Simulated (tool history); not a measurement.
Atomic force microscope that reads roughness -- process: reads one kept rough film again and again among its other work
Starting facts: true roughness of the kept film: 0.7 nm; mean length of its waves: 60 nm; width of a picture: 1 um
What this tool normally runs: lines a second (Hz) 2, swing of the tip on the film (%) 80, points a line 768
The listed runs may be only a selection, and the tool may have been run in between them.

| run | hour | lines a second (Hz) | swing of the tip on the film (%) | points a line | roughness of the kept film (nm (root mean square)) |
|---|---|---|---|---|---|
| 1 | 0 | 2 | 80 | 768 | 0.6118 |
|  | 10.3 | new tip fitted |
| 2 | 10.3 | 2 | 80 | 768 | 0.6281 |
| 3 | 21.6 | 2 | 80 | 768 | 0.6222 |
| 4 | 31.2 | 2 | 80 | 768 | 0.6211 |
| 5 | 39.1 | 2 | 80 | 768 | 0.6167 |
| 6 | 47.5 | 2 | 80 | 768 | 0.6142 |
| 7 | 61.2 | 2 | 80 | 696 | 0.6108 |
|  | 63.1 | new tip fitted |
| 8 | 73.4 | 2 | 80 | 768 | 0.6239 |
| 9 | 85.6 | 2 | 80 | 768 | 0.6202 |
| 10 | 93.3 | 2 | 80 | 768 | 0.6192 |
| 11 | 105.2 | 2 | 80 | 768 | 0.6145 |
|  | 115.6 | new tip fitted |
| 12 | 120.5 | 2 | 80 | 768 | 0.6266 |
| 13 | 131.1 | 2 | 80 | 768 | 0.6232 |
| 14 | 140.4 | 2 | 80 | 768 | 0.6203 |
| 15 | 152.2 | 2 | 80 | 768 | 0.6156 |
| 16 | 165.4 | 1.23 | 80 | 768 | 0.6365 |
|  | 167.9 | new tip fitted |
| 17 | 179.6 | 1.23 | 80 | 768 | 0.6503 |
|  | 181.8 | height scale calibrated on a step standard |
| 18 | 192.8 | 2 | 80 | 768 | 0.6212 |
| 19 | 199.8 | 2 | 80 | 768 | 0.62 |
| 20 | 214.9 | 2 | 80 | 768 | 0.6137 |
|  | 221.2 | new tip fitted |
| 21 | 223.9 | 2 | 87 | 768 | 0.6051 |
| 22 | 233.2 | 2 | 80 | 768 | 0.6241 |
| 23 | 239.8 | 0.57 | 80 | 297 | 0.6694 |
| 24 | 247.8 | 2 | 80 | 377 | 0.6189 |
| 25 | 263.6 | 3.53 | 80 | 680 | 0.5687 |
|  | 270.8 | height scale calibrated on a step standard, once more |
|  | 274.3 | new tip fitted |
| 26 | 276.2 | 2 | 62 | 379 | 0.665 |
| 27 | 288.7 | 3.3 | 80 | 311 | 0.5812 |
| 28 | 295.9 | 3.3 | 80 | 311 | 0.5803 |
| 29 | 303.2 | 3.3 | 80 | 311 | 0.5775 |
| 30 | 313.9 | 3.3 | 80 | 311 | 0.575 |
| 31 | 324.7 | 3.3 | 80 | 311 | 0.571 |
|  | 326.3 | new tip fitted |
| 32 | 339.9 | 3.3 | 80 | 311 | 0.584 |
| 33 | 346.8 | 0.73 | 77 | 768 | 0.6648 |
| 34 | 354 | 1.55 | 80 | 805 | 0.6332 |
| 35 | 365.7 | 1.55 | 80 | 805 | 0.6265 |
|  | 378.9 | new tip fitted |
| 36 | 379.3 | 1.55 | 80 | 805 | 0.64 |
| 37 | 391.8 | 1.1 | 63 | 644 | 0.6755 |
| 38 | 405 | 2 | 63 | 773 | 0.6584 |
| 39 | 419 | 2 | 63 | 773 | 0.6545 |
|  | 431.4 | new tip fitted |
| 40 | 433.7 | 1.73 | 64 | 431 | 0.6685 |
| 41 | 448.2 | 1.73 | 64 | 431 | 0.6634 |
| 42 | 455.5 | 2 | 73 | 976 | 0.6388 |
| 43 | 464.6 | 2 | 73 | 976 | 0.6363 |

Results for each run, recomputed without the tool's hidden state and with each run's random variation untouched:
What the log doesn't record here: radius of the tip, nm; height scale over the true one, %; drift of the gauge itself on roughness_nm, %.
| run | roughness of the kept film (nm (root mean square)) |
|---|---|
| 1 | 0.6243 |
| 2 | 0.6258 |
| 3 | 0.6239 |
| 4 | 0.626 |
| 5 | 0.6242 |
| 6 | 0.6244 |
| 7 | 0.6254 |
| 8 | 0.6248 |
| 9 | 0.6252 |
| 10 | 0.6267 |
| 11 | 0.6261 |
| 12 | 0.6256 |
| 13 | 0.6256 |
| 14 | 0.626 |
| 15 | 0.625 |
| 16 | 0.6505 |
| 17 | 0.6511 |
| 18 | 0.625 |
| 19 | 0.626 |
| 20 | 0.6245 |
| 21 | 0.6026 |
| 22 | 0.6249 |
| 23 | 0.6725 |
| 24 | 0.6244 |
| 25 | 0.579 |
| 26 | 0.665 |
| 27 | 0.5854 |
| 28 | 0.5869 |
| 29 | 0.5863 |
| 30 | 0.587 |
| 31 | 0.5863 |
| 32 | 0.5874 |
| 33 | 0.671 |
| 34 | 0.6416 |
| 35 | 0.6387 |
| 36 | 0.6391 |
| 37 | 0.6794 |
| 38 | 0.6665 |
| 39 | 0.6675 |
| 40 | 0.6679 |
| 41 | 0.6675 |
| 42 | 0.6456 |
| 43 | 0.6458 |
